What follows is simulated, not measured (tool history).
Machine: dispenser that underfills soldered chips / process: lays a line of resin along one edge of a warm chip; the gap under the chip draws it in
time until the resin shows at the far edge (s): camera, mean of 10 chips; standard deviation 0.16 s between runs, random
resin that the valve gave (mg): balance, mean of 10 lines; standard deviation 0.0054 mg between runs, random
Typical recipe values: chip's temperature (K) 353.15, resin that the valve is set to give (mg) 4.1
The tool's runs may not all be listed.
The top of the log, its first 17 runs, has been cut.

run   hour  chip's temperature (K)  resin that the valve is set to give (mg)  hours of work since the syringe was changed  hours of work since the valve was cleaned  hours of work since the stage was calibrated  time until the resin shows at the far edge (s)  resin that the valve gave (mg)
     141.6  -- new syringe of resin
 18  144.4                  348.15                                      4.45                                            2                                         36                                           337                                             6.4                           4.375
 19  149.4                  348.15                                      4.45                                            6                                         39                                           341                                             7.3                           4.372
     154.2  -- new syringe of resin
 20  160.6                  341.15                                      4.13                                            5                                         47                                           349                                             9.8                           4.039
       167  -- new syringe of resin
     168.8  -- dispensing valve cleaned and set on the balance
 21  169.6                  345.15                                      4.81                                            1                                          1                                           354                                             7.1                            4.81
 22  177.8                  367.15                                      4.53                                            7                                          6                                           360                                             4.1                           4.504
       181  -- new syringe of resin
 23    187                  354.15                                      3.81                                            4                                         13                                           367                                             6.2                           3.779
     194.2  -- new syringe of resin
 24  196.7                  354.15                                      3.81                                            2                                         20                                           373                                             5.4                           3.769
 25  204.2                  344.15                                      3.95                                            7                                         25                                           379                                             9.1                           3.898
     207.3  -- new syringe of resin
 26  210.6                  359.15                                      3.95                                            2                                         30                                           383                                             4.7                           3.891
       220  -- new syringe of resin
 27  220.2                  359.15                                      3.95                                            0                                         36                                           390                                             4.3                           3.883
 28  230.9                  359.15                                      3.95                                            8                                         44                                           398                                             5.6                           3.853
     233.1  -- new syringe of resin
 29  237.5                  350.15                                      3.63                                            3                                         49                                           402                                             7.1                           3.549
     242.7  -- dispensing valve cleaned and set on the balance
 30  244.6                  341.15                                      3.62                                            8                                          1                                           407                                              11                           3.616
     246.8  -- new syringe of resin
 31    252                  364.15                                      5.24                                            4                                          6                                           412                                               4                            5.21
     259.7  -- new syringe of resin
 32  260.5                  364.15                                      5.24                                            1                                         12                                           418                                             3.3                           5.186
 33  266.1                  346.15                                      4.05                                            5                                         16                                           422                                             8.2                           4.008
     272.8  -- new syringe of resin
 34  275.8                  344.15                                      4.91                                            2                                         23                                           429                                             7.7                           4.844

Below are 4 alternative next runs, each starting from the tool's condition after run 34. Predict each:
  A  283.7                  344.15                                      3.89                                            8                                         29                                           434                                               ?                               ?
  B  283.7                  356.15                                      4.89                                            8                                         29                                           434                                               ?                               ?
  C  283.7                  357.15                                      3.72                                            8                                         29                                           434                                               ?                               ?
  D  283.7                  366.15                                      4.13                                            8                                         29                                           434                                               ?                               ?

run  time until the resin shows at the far edge (s)  resin that the valve gave (mg)
  A                                             9.8                           3.827
  B                                             5.7                           4.801
  C                                             6.1                           3.659
  D                                             4.4                           4.061
Had the tool no hidden state, the same runs would have come out as:
run  time until the resin shows at the far edge (s)  resin that the valve gave (mg)
  A                                             6.9                           3.887
  B                                               4                           4.877
  C                                             4.3                           3.717
  D                                             3.1                           4.125

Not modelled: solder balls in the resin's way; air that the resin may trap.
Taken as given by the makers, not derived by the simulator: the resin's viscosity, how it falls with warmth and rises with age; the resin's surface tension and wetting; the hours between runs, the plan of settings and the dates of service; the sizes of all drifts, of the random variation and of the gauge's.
